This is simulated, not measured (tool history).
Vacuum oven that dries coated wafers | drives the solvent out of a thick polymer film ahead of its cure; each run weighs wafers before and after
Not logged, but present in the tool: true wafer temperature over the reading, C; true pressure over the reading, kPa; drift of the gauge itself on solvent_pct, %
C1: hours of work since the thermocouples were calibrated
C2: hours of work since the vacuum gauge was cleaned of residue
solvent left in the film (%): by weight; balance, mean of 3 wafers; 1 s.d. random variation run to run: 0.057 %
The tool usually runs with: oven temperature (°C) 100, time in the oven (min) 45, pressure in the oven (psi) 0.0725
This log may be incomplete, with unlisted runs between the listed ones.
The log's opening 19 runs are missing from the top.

{"run": 20, "hour": 727.0, "oven temperature (°C)": 100, "time in the oven (min)": 65, "pressure in the oven (psi)": 0.0725, "C1": 842, "C2": 110, "solvent left in the film (%)": 2.07}
{"run": 21, "hour": 755.6, "oven temperature (°C)": 87, "time in the oven (min)": 55, "pressure in the oven (psi)": 0.1327, "C1": 863, "C2": 131, "solvent left in the film (%)": 9.17}
{"run": 22, "hour": 790.4, "oven temperature (°C)": 104, "time in the oven (min)": 81, "pressure in the oven (psi)": 0.2353, "C1": 889, "C2": 157, "solvent left in the film (%)": 1.54}
{"hour": 822.8, "done": "vacuum gauge cleaned of residue and calibrated, once more"}
{"run": 23, "hour": 834.7, "oven temperature (°C)": 104, "time in the oven (min)": 81, "pressure in the oven (psi)": 0.2353, "C1": 920, "C2": 9, "solvent left in the film (%)": 1.26}
{"run": 24, "hour": 858.9, "oven temperature (°C)": 91, "time in the oven (min)": 81, "pressure in the oven (psi)": 0.2595, "C1": 938, "C2": 27, "solvent left in the film (%)": 5.07}
{"hour": 863.2, "done": "oven's thermocouples calibrated"}
{"run": 25, "hour": 908.0, "oven temperature (°C)": 98, "time in the oven (min)": 81, "pressure in the oven (psi)": 0.2595, "C1": 33, "C2": 62, "solvent left in the film (%)": 2.19}
{"run": 26, "hour": 956.6, "oven temperature (°C)": 92, "time in the oven (min)": 27, "pressure in the oven (psi)": 0.1452, "C1": 69, "C2": 97, "solvent left in the film (%)": 9.75}
{"run": 27, "hour": 1005.2, "oven temperature (°C)": 92, "time in the oven (min)": 27, "pressure in the oven (psi)": 0.1452, "C1": 105, "C2": 133, "solvent left in the film (%)": 10.08}
{"run": 28, "hour": 1029.1, "oven temperature (°C)": 100, "time in the oven (min)": 45, "pressure in the oven (psi)": 0.2309, "C1": 123, "C2": 151, "solvent left in the film (%)": 3.66}
{"run": 29, "hour": 1063.9, "oven temperature (°C)": 100, "time in the oven (min)": 35, "pressure in the oven (psi)": 0.0651, "C1": 148, "C2": 177, "solvent left in the film (%)": 4.34}
{"run": 30, "hour": 1091.0, "oven temperature (°C)": 100, "time in the oven (min)": 47, "pressure in the oven (psi)": 0.0725, "C1": 168, "C2": 197, "solvent left in the film (%)": 2.84}
{"run": 31, "hour": 1145.9, "oven temperature (°C)": 91, "time in the oven (min)": 45, "pressure in the oven (psi)": 0.0806, "C1": 209, "C2": 237, "solvent left in the film (%)": 6.94}
{"run": 32, "hour": 1176.4, "oven temperature (°C)": 109, "time in the oven (min)": 30, "pressure in the oven (psi)": 0.2342, "C1": 232, "C2": 260, "solvent left in the film (%)": 2.47}
{"run": 33, "hour": 1213.1, "oven temperature (°C)": 96, "time in the oven (min)": 45, "pressure in the oven (psi)": 0.2077, "C1": 259, "C2": 287, "solvent left in the film (%)": 5.46}
{"run": 34, "hour": 1257.1, "oven temperature (°C)": 96, "time in the oven (min)": 45, "pressure in the oven (psi)": 0.2077, "C1": 291, "C2": 320, "solvent left in the film (%)": 5.55}

The next listed run, before its measurement:
{"run": 35, "hour": 1311.4, "oven temperature (°C)": 96, "time in the oven (min)": 45, "pressure in the oven (psi)": 0.2077, "C1": 332, "C2": 360, "solvent left in the film (%)": "?"}

solvent left in the film (%): 5.28
Without the tool's hidden state the same run would have given solvent left in the film (%) 4.82.
